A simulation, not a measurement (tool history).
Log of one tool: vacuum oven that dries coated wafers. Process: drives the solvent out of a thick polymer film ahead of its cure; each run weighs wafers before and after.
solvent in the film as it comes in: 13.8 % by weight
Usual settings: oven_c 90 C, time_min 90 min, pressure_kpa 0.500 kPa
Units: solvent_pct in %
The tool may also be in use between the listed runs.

Run 1, day 0.000: usual settings. Result: solvent_pct 0.74 %.
Run 2, day 3.017: usual settings. Result: solvent_pct 0.79 %.
Run 3, day 4.308: usual settings. Result: solvent_pct 0.75 %.
Run 4, day 6.746: usual settings. Result: solvent_pct 0.81 %.
Run 5, day 8.808: usual settings but time_min 62 min. Result: solvent_pct 1.59 %.
Run 6, day 10.354: usual settings but time_min 62 min. Result: solvent_pct 1.57 %.
Run 7, day 12.150: usual settings but time_min 127 min. Result: solvent_pct 0.47 %.
At day 12.521: oven's thermocouples calibrated.
Run 8, day 15.221: usual settings but time_min 127 min. Result: solvent_pct 0.48 %.
Run 9, day 17.683: usual settings but oven_c 80 C, time_min 127 min. Result: solvent_pct 1.57 %.
Run 10, day 20.425: usual settings but oven_c 75 C, time_min 46 min, pressure_kpa 0.644 kPa. Result: solvent_pct 6.37 %.
Run 11, day 22.075: usual settings but oven_c 75 C, time_min 128 min, pressure_kpa 0.270 kPa. Result: solvent_pct 2.35 %.
Run 12, day 23.488: usual settings but oven_c 96 C, time_min 83 min, pressure_kpa 0.944 kPa. Result: solvent_pct 0.65 %.
At day 23.758: oven's thermocouples calibrated, once more.
Run 13, day 25.571: usual settings but oven_c 85 C, time_min 68 min, pressure_kpa 0.458 kPa. Result: solvent_pct 1.99 %.
Run 14, day 27.279: usual settings but oven_c 99 C, time_min 136 min, pressure_kpa 0.309 kPa. Result: solvent_pct 0.18 %.
Run 15, day 28.567: usual settings but oven_c 96 C, time_min 56 min, pressure_kpa 0.309 kPa. Result: solvent_pct 0.84 %.
Run 16, day 30.650: usual settings but oven_c 96 C, time_min 56 min, pressure_kpa 0.309 kPa. Result: solvent_pct 0.85 %.
Run 17, day 32.604: usual settings but oven_c 105 C, time_min 56 min, pressure_kpa 1.013 kPa. Result: solvent_pct 0.41 %.

3 ways to go on from here, each from the tool as it stands after run 17. What would each give?
Run A, day 34.100: usual settings but oven_c 105 C, time_min 69 min, pressure_kpa 1.013 kPa. Result: solvent_pct ?.
Run B, day 34.100: usual settings but oven_c 89 C, pressure_kpa 0.559 kPa. Result: solvent_pct ?.
Run C, day 34.100: usual settings but oven_c 81 C, pressure_kpa 0.828 kPa. Result: solvent_pct ?.

run  solvent_pct
  A         0.31
  B         0.82
  C         2.18
Without the tool's hidden state the same runs would have given:
run  solvent_pct
  A         0.24
  B         0.69
  C         2.00

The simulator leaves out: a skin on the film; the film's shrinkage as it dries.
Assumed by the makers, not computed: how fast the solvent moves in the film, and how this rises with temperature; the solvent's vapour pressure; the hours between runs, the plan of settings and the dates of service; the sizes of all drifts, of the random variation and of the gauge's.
